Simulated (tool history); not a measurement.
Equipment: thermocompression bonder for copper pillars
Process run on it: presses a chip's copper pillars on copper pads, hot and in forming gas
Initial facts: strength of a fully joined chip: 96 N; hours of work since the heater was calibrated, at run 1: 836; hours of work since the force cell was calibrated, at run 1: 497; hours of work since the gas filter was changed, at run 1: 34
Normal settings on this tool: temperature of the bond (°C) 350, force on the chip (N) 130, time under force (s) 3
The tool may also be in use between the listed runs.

run    hour  temperature of the bond (°C)  force on the chip (N)  time under force (s)  hours of work since the heater was calibrated  hours of work since the force cell was calibrated  hours of work since the gas filter was changed  force that shears a chip off (N)
  1       0                           350                    130                     3                                            836                                                497                                              34                              45.6
  2    53.2                           350                    130                     3                                            860                                                521                                              58                              44.5
  3    95.2                           350                    130                     3                                            879                                                540                                              77                              43.9
  4     121                           350                    130                     3                                            891                                                552                                              89                                44
  5   155.9                           350                    130                     3                                            907                                                567                                             104                              44.2
  6   203.3                           350                    130                     3                                            928                                                589                                             126                              42.2
  7     252                           350                    130                     3                                            950                                                611                                             148                              43.7
  8   290.7                           350                    130                     3                                            968                                                629                                             166                              43.6
  9   337.8                           350                    114                     3                                            989                                                650                                             187                              37.9
 10   378.4                           350                    188                     3                                           1008                                                668                                             205                              57.2
 11   411.6                           350                     93                     3                                           1023                                                683                                             221                              31.8
        418  -- heater calibrated with a thermocouple chip
 12   469.1                           350                    130                     3                                             23                                                709                                             246                              40.8
      492.5  -- force cell calibrated
 13   515.5                           350                    130                     3                                             44                                                 10                                             266                              43.7
 14   572.5                           350                    130                     3                                             69                                                 36                                             292                              42.6
 15   630.5                           350                    115                     3                                             96                                                 63                                             318                              39.6
 16   655.2                           350                    115                     3                                            107                                                 74                                             330                              38.2
      685.7  -- heater calibrated with a thermocouple chip, once more
 17   698.1                           350                    115                     3                                              6                                                 92                                             348                              43.5
 18   753.7                           350                    115                     3                                             31                                                118                                             373                              42.6
 19   813.7                           350                    115                     3                                             58                                                145                                             401                              41.6
 20   872.9                           350                    178                     3                                             85                                                172                                             427                              57.4
 21     907                           350                    130                     3                                            100                                                187                                             443                              45.8
 22   943.3                           350                    130                     3                                            117                                                204                                             459                              45.8
 23   971.8                           350                    130                     3                                            130                                                217                                             472                              45.2
      975.8  -- forming gas filter changed
 24    1002                           344                    116                     5                                            143                                                230                                              12                              49.8
 25  1032.7                           344                    116                     5                                            157                                                244                                              26                              49.7
 26  1063.4                           342                    124                     3                                            171                                                258                                              40                              42.2
 27    1102                           342                    124                     3                                            189                                                276                                              57                              42.7
 28  1143.9                           335                    124                     2                                            208                                                295                                              76                              32.9
 29  1195.1                           376                     81                     2                                            231                                                318                                             100                              36.7
 30    1243                           376                     81                     2                                            253                                                340                                             121                              36.9
 31  1300.7                           376                     81                     2                                            279                                                366                                             148                              36.5
 32  1341.2                           351                     89                     3                                            297                                                384                                             166                              35.1
 33    1370                           320                    183                     2                                            310                                                397                                             179                              36.7
 34  1411.6                           345                    147                     5                                            329                                                416                                             198                              56.8
 35  1457.9                           348                    107                     3                                            350                                                437                                             219                              38.5
 36  1491.7                           350                    175                     3                                            366                                                453                                             234                              55.8
 37  1529.1                           350                    155                     8                                            383                                                469                                             251                                68
 38    1586                           350                    155                     8                                            409                                                495                                             277                              67.6
 39  1638.2                           350                    136                     2                                            432                                                519                                             301                              40.4
 40  1693.8                           350                    186                     3                                            457                                                544                                             326                              58.5

Each row is a separate what-if for the run after 40, all from the same tool condition, not one after another. Results?
  A  1745.4                           346                     86                     3                                            481                                                568                                             349                                 ?
  B  1745.4                           350                    186                     4                                            481                                                568                                             349                                 ?
  C  1745.4                           325                    110                     3                                            481                                                568                                             349                                 ?

run  force that shears a chip off (N)
  A                              30.5
  B                                62
  C                              27.1
Take away the tool's hidden state, keep each run's random variation, and the runs would have read:
run  force that shears a chip off (N)
  A                              34.8
  B                              68.7
  C                              31.2

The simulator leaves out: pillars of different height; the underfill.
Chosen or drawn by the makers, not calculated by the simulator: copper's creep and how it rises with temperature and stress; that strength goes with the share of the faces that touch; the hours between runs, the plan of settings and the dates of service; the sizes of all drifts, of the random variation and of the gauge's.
